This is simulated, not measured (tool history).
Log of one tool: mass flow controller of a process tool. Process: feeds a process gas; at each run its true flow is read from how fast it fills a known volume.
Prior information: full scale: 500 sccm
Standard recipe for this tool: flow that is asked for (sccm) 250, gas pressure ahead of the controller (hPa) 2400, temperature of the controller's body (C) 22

| run | hour | flow that is asked for (sccm) | gas pressure ahead of the controller (hPa) | temperature of the controller's body (C) | true flow (%) |
|---|---|---|---|---|---|
| 1 | 0.0 | 250 | 2400 | 22 | 98.90 |
| 2 | 277.9 | 79 | 2400 | 22 | 99.70 |
| 3 | 561.6 | 79 | 2400 | 22 | 99.74 |
| 4 | 739.7 | 79 | 2400 | 22 | 99.81 |
| 5 | 903.8 | 79 | 2400 | 22 | 99.91 |
| 6 | 1231.6 | 79 | 2400 | 22 | 99.95 |
| 7 | 1602.8 | 77 | 2400 | 22 | 100.12 |
| 8 | 1851.0 | 250 | 2400 | 34 | 99.82 |
| 9 | 2142.3 | 143 | 2400 | 22 | 99.33 |
| 10 | 2310.7 | 143 | 2400 | 22 | 99.38 |
| 11 | 2665.2 | 143 | 2400 | 22 | 99.47 |
| 12 | 2881.6 | 143 | 2400 | 22 | 99.42 |
| 13 | 3137.3 | 250 | 2400 | 22 | 99.36 |
| 14 | 3374.6 | 250 | 1550 | 22 | 99.53 |
| 15 | 3622.2 | 250 | 1550 | 22 | 99.56 |
| 16 | 3946.7 | 250 | 1550 | 22 | 99.56 |
| 17 | 4172.0 | 250 | 1550 | 22 | 99.65 |
| 18 | 4523.4 | 250 | 1550 | 22 | 99.60 |
| 19 | 4930.2 | 250 | 2400 | 22 | 99.32 |
| 20 | 5305.6 | 250 | 2400 | 24 | 99.57 |
| 21 | 5694.7 | 72 | 2400 | 22 | 101.62 |
| 22 | 5885.6 | 72 | 2400 | 22 | 101.66 |
| 23 | 6102.2 | 72 | 2400 | 22 | 101.74 |
| 24 | 6370.0 | 72 | 2400 | 22 | 101.96 |
| 25 | 6677.8 | 72 | 2400 | 22 | 101.88 |
| 26 | 6969.9 | 56 | 2640 | 21 | 103.28 |
| 27 | 7261.1 | 56 | 2640 | 21 | 103.28 |
| 28 | 7663.0 | 298 | 2730 | 31 | 99.77 |
| 29 | 8036.4 | 298 | 1760 | 20 | 99.65 |
| 30 | 8249.4 | 250 | 1630 | 22 | 99.92 |
| 31 | 8594.2 | 250 | 1630 | 22 | 99.97 |
| 32 | 8999.6 | 250 | 2250 | 37 | 100.40 |
| 33 | 9231.1 | 169 | 1640 | 22 | 100.21 |
| 34 | 9403.4 | 169 | 1640 | 22 | 100.27 |
| 35 | 9614.4 | 243 | 1750 | 31 | 100.33 |
| 36 | 9789.2 | 250 | 2780 | 27 | 99.69 |
| 37 | 10152.5 | 250 | 2780 | 27 | 99.70 |
| 38 | 10455.6 | 250 | 2780 | 27 | 99.73 |
| 39 | 10782.5 | 250 | 2780 | 27 | 99.69 |
| 40 | 11038.5 | 132 | 1400 | 34 | 101.91 |
|  | 11133.1 | controller's zero set anew |
| 41 | 11411.8 | 82 | 2400 | 21 | 97.44 |
| 42 | 11809.7 | 82 | 2400 | 21 | 97.61 |
| 43 | 12207.3 | 411 | 1810 | 21 | 98.80 |
| 44 | 12445.1 | 250 | 1830 | 34 | 98.85 |
| 45 | 12614.5 | 250 | 1830 | 34 | 98.87 |
| 46 | 12921.2 | 211 | 1830 | 34 | 98.80 |
| 47 | 13212.2 | 211 | 1830 | 34 | 98.89 |

Selected run-to-run steps in true flow (%), each split into two signed amounts: the part the tool would show with no hidden state at all (from settings, incoming material and random variation), and the remainder, which goes to the hidden state together with any gauge scatter not common to the measured and the hidden-state-free results:
Hidden conditions of the tool in this case: flow at rest that the sensor doesn't see, % of full scale; true flow over the shown one, %; drift of the gauge itself on true_pct, %.
Run 20 -> 21: flow that is asked for (sccm) 250 -> 72, temperature of the controller's body (C) 24 -> 22. true flow (%) +2.05: hidden state +3.05, all else -1.00.
Run 27 -> 28: flow that is asked for (sccm) 56 -> 298, gas pressure ahead of the controller (hPa) 2640 -> 2730, temperature of the controller's body (C) 21 -> 31. true flow (%) -3.51: hidden state -5.06, all else +1.55.
Run 39 -> 40: flow that is asked for (sccm) 250 -> 132, gas pressure ahead of the controller (hPa) 2780 -> 1400, temperature of the controller's body (C) 27 -> 34. true flow (%) +2.22: hidden state +1.63, all else +0.59.
Run 40 -> 41: flow that is asked for (sccm) 132 -> 82, gas pressure ahead of the controller (hPa) 1400 -> 2400, temperature of the controller's body (C) 34 -> 21, controller's zero set anew. true flow (%) -4.47: hidden state -3.09, all else -1.38.
